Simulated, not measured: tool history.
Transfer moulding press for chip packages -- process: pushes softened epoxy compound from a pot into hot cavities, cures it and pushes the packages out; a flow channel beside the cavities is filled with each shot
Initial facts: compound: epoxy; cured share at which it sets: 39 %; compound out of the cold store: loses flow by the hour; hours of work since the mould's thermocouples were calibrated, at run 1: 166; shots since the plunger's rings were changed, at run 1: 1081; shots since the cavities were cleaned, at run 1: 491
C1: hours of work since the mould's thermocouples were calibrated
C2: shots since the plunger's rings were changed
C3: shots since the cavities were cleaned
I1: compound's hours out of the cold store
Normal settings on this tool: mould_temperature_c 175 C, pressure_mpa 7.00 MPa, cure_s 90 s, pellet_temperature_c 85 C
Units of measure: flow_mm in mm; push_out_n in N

Run 1, day 0.000: usual settings; C1 166; C2 1081; C3 491; I1 39.1. Result: flow_mm 757 mm, push_out_n 330 N.
Run 2, day 0.583: usual settings; C1 176; C2 1288; C3 698; I1 39.1. Result: flow_mm 754 mm, push_out_n 343 N.
At day 0.929: cavities cleaned with cleaning compound and waxed.
Run 3, day 0.938: usual settings; C1 181; C2 1393; C3 3; I1 43.7. Result: flow_mm 745 mm, push_out_n 235 N.
Run 4, day 1.525: usual settings but pellet_temperature_c 78 C; C1 192; C2 1602; C3 212; I1 43.2. Result: flow_mm 751 mm, push_out_n 275 N.
Run 5, day 1.846: usual settings but pellet_temperature_c 78 C; C1 197; C2 1716; C3 326; I1 17.3. Result: flow_mm 840 mm, push_out_n 328 N.
Run 6, day 2.196: usual settings but pellet_temperature_c 78 C; C1 203; C2 1841; C3 451; I1 37.3. Result: flow_mm 754 mm, push_out_n 319 N.
Run 7, day 2.583: usual settings but cure_s 125 s, pellet_temperature_c 78 C; C1 210; C2 1980; C3 590; I1 42.8. Result: flow_mm 741 mm, push_out_n 281 N.
At day 3.221: cavities cleaned with cleaning compound and waxed.
Run 8, day 3.221: usual settings but cure_s 125 s, pellet_temperature_c 78 C; C1 220; C2 2185; C3 0; I1 31.6. Result: flow_mm 762 mm, push_out_n 205 N.
Run 9, day 3.804: usual settings but cure_s 125 s, pellet_temperature_c 78 C; C1 231; C2 2392; C3 207; I1 18.3. Result: flow_mm 817 mm, push_out_n 244 N.
Run 10, day 4.200: usual settings but cure_s 125 s, pellet_temperature_c 78 C; C1 238; C2 2533; C3 348; I1 13.3. Result: flow_mm 841 mm, push_out_n 267 N.
Run 11, day 4.633: usual settings but cure_s 125 s, pellet_temperature_c 78 C; C1 245; C2 2688; C3 503; I1 42.8. Result: flow_mm 727 mm, push_out_n 257 N.
At day 5.233: plunger's sealing rings changed.
Run 12, day 5.346: usual settings but mould_temperature_c 169 C, cure_s 125 s, pellet_temperature_c 78 C; C1 256; C2 40; C3 719; I1 37.2. Result: flow_mm 808 mm, push_out_n 288 N.
At day 5.604: cavities cleaned with cleaning compound and waxed.
Run 13, day 5.975: usual settings but pressure_mpa 8.29 MPa; C1 266; C2 242; C3 131; I1 8.2. Result: flow_mm 973 mm, push_out_n 286 N.
Run 14, day 6.238: usual settings but pellet_temperature_c 95 C; C1 271; C2 336; C3 225; I1 48.0. Result: flow_mm 735 mm, push_out_n 276 N.

For run 15, what comes out?
Run 15, day 6.596: usual settings but pellet_temperature_c 95 C; C1 277; C2 463; C3 352; I1 9.4. Result: flow_mm ?, push_out_n ?.

Run 15 measured flow_mm 881 mm, push_out_n 311 N.
Were there no unlogged condition in the tool, this run, its random variation unchanged, would have produced flow_mm 887 mm, push_out_n 232 N.
